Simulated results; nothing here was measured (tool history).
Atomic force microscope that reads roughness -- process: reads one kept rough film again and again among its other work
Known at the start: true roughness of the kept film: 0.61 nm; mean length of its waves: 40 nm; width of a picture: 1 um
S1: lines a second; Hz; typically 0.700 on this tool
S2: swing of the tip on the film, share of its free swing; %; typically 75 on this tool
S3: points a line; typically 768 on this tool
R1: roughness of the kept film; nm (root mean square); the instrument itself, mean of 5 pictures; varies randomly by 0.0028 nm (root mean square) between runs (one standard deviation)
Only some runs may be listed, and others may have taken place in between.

Run 1, hour 0.0: usual settings. Result: R1 0.589 nm (root mean square).
Run 2, hour 9.7: usual settings. Result: R1 0.589 nm (root mean square).
Run 3, hour 18.8: usual settings but S3 876. Result: R1 0.588 nm (root mean square).
Run 4, hour 29.2: usual settings but S3 876. Result: R1 0.581 nm (root mean square).
Run 5, hour 46.1: usual settings but S2 61 %, S3 876. Result: R1 0.591 nm (root mean square).
Run 6, hour 61.3: usual settings but S2 61 %, S3 876. Result: R1 0.588 nm (root mean square).
Run 7, hour 72.8: usual settings but S1 3.755 Hz. Result: R1 0.520 nm (root mean square).
Run 8, hour 87.6: usual settings but S1 3.755 Hz. Result: R1 0.520 nm (root mean square).
Run 9, hour 96.0: usual settings but S1 0.571 Hz, S2 71 %, S3 813. Result: R1 0.587 nm (root mean square).
Run 10, hour 110.3: usual settings but S1 0.571 Hz, S2 71 %, S3 425. Result: R1 0.582 nm (root mean square).
Run 11, hour 125.5: usual settings but S1 0.791 Hz, S2 60 %, S3 621. Result: R1 0.582 nm (root mean square).
Run 12, hour 141.9: usual settings but S1 1.285 Hz, S2 64 %, S3 282. Result: R1 0.573 nm (root mean square).
Run 13, hour 153.1: usual settings but S3 724. Result: R1 0.572 nm (root mean square).

Subtracting, for every run, the result it would have given without the tool's unlogged condition from the measured result gives the following. The same run-to-run variation enters both numbers; the gauge's scatter may not:
The hidden state here: radius of the tip, nm; height scale over the true one, %; drift of the gauge itself on roughness_nm, %.
run      R1
  1  -0.002
  2  -0.003
  3  -0.004
  4  -0.005
  5  -0.006
  6  -0.007
  7  -0.008
  8  -0.009
  9  -0.011
 10  -0.012
 11  -0.013
 12  -0.014
 13  -0.015
